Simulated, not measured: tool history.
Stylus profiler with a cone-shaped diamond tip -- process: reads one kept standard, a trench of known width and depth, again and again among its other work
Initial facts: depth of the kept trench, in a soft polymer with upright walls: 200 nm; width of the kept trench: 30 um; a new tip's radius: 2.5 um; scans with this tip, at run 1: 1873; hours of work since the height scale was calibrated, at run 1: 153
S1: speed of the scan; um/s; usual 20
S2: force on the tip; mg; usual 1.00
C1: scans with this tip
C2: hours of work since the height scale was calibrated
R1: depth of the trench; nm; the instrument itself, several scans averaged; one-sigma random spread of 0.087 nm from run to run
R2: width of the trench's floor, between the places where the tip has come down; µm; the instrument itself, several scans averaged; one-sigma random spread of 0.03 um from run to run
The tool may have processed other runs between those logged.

run	hour	S1	S2	C1	C2	R1	R2
1	0.0	20	1.00	1873	153	201.35	27.77
2	30.4	20	1.00	2086	170	201.15	27.70
3	51.6	20	1.00	2235	182	201.09	27.64
4	73.4	20	1.00	2388	195	201.25	27.68
5	106.1	20	1.00	2618	214	201.11	27.65
6	124.8	20	1.00	2749	224	201.34	27.61
7	143.8	20	1.00	2882	235	201.15	27.63
8	166.6	20	1.00	3042	248	201.20	27.64
9	191.5	20	0.70	3217	263	200.78	27.53
10	224.4	47	1.00	3448	281	201.14	27.35
11	240.0	47	1.00	3558	290	201.13	27.36
12	269.8	47	1.00	3767	307	201.08	27.36
13	286.7	20	1.00	3885	317	201.06	27.55
14	304.0	20	2.53	4007	327	202.14	27.63
15	338.0	20	2.53	4246	346	202.26	27.64
# hour 340.3: height scale calibrated on a step standard
16	369.8	20	2.53	4465	17	202.02	27.55
17	398.4	20	1.00	4666	33	200.82	27.50
18	414.3	20	1.00	4778	42	201.13	27.57
19	442.2	20	1.00	4974	58	200.94	27.55
20	467.9	20	1.00	5154	73	200.94	27.53
21	502.8	20	1.00	5399	93	200.91	27.51
# hour 506.2: height scale calibrated on a step standard, once more
22	538.8	30	1.00	5648	19	201.16	27.36
23	561.1	30	1.00	5805	31	201.22	27.37
24	588.2	30	1.00	5995	47	201.22	27.36
25	625.2	57	0.48	6255	68	200.59	26.85
26	648.6	6	0.73	6419	82	200.96	27.57
27	675.3	6	0.73	6606	97	200.91	27.54
28	707.6	11	0.39	6833	115	200.44	27.40
29	735.0	11	0.39	7025	131	200.51	27.39
30	771.5	37	0.39	7281	152	200.49	27.04
31	809.2	15	0.50	7546	174	200.60	27.33
32	841.1	78	2.85	7770	192	202.32	27.09
33	869.9	9	0.51	7972	208	200.55	27.42
34	900.4	8	0.48	8186	226	200.52	27.42
35	920.9	8	0.48	8330	238	200.55	27.40
36	950.0	6	0.67	8534	254	200.67	27.43
37	979.3	8	0.47	8740	271	200.33	27.37
38	1003.6	8	0.47	8911	285	200.46	27.40
39	1031.7	8	0.47	9108	301	200.39	27.40
40	1052.0	8	2.21	9250	313	201.79	27.45
41	1074.3	19	2.49	9407	325	202.11	27.34
42	1104.7	21	0.37	9620	343	200.35	27.14
43	1121.1	15	2.50	9736	352	202.15	27.33
44	1139.1	56	1.05	9862	363	200.87	26.89
45	1165.6	56	1.05	10048	378	201.02	26.87
46	1181.8	5	1.00	10161	387	200.93	27.36

The logged runs with the hidden state left out (each run's random variation unchanged):
The hidden state here: radius of the tip, um; height scale over the true one, %; drift of the gauge itself on depth_nm, %; drift of the gauge itself on floor_um, %.
run	R1	R2
1	201.46	27.92
2	201.27	27.87
3	201.23	27.82
4	201.40	27.87
5	201.29	27.85
6	201.52	27.81
7	201.35	27.85
8	201.40	27.87
9	201.01	27.76
10	201.38	27.60
11	201.38	27.62
12	201.35	27.63
13	201.34	27.83
14	202.43	27.92
15	202.57	27.94
16	202.39	27.87
17	201.21	27.83
18	201.52	27.90
19	201.35	27.89
20	201.37	27.88
21	201.36	27.88
22	201.26	27.75
23	201.33	27.76
24	201.35	27.76
25	200.74	27.27
26	201.12	27.99
27	201.09	27.97
28	200.64	27.85
29	200.72	27.85
30	200.72	27.52
31	200.85	27.82
32	202.59	27.59
33	200.84	27.94
34	200.83	27.95
35	200.88	27.94
36	201.01	27.98
37	200.69	27.92
38	200.83	27.97
39	200.78	27.98
40	202.19	28.03
41	202.53	27.93
42	200.78	27.74
43	202.59	27.94
44	201.32	27.51
45	201.49	27.49
46	201.40	27.99
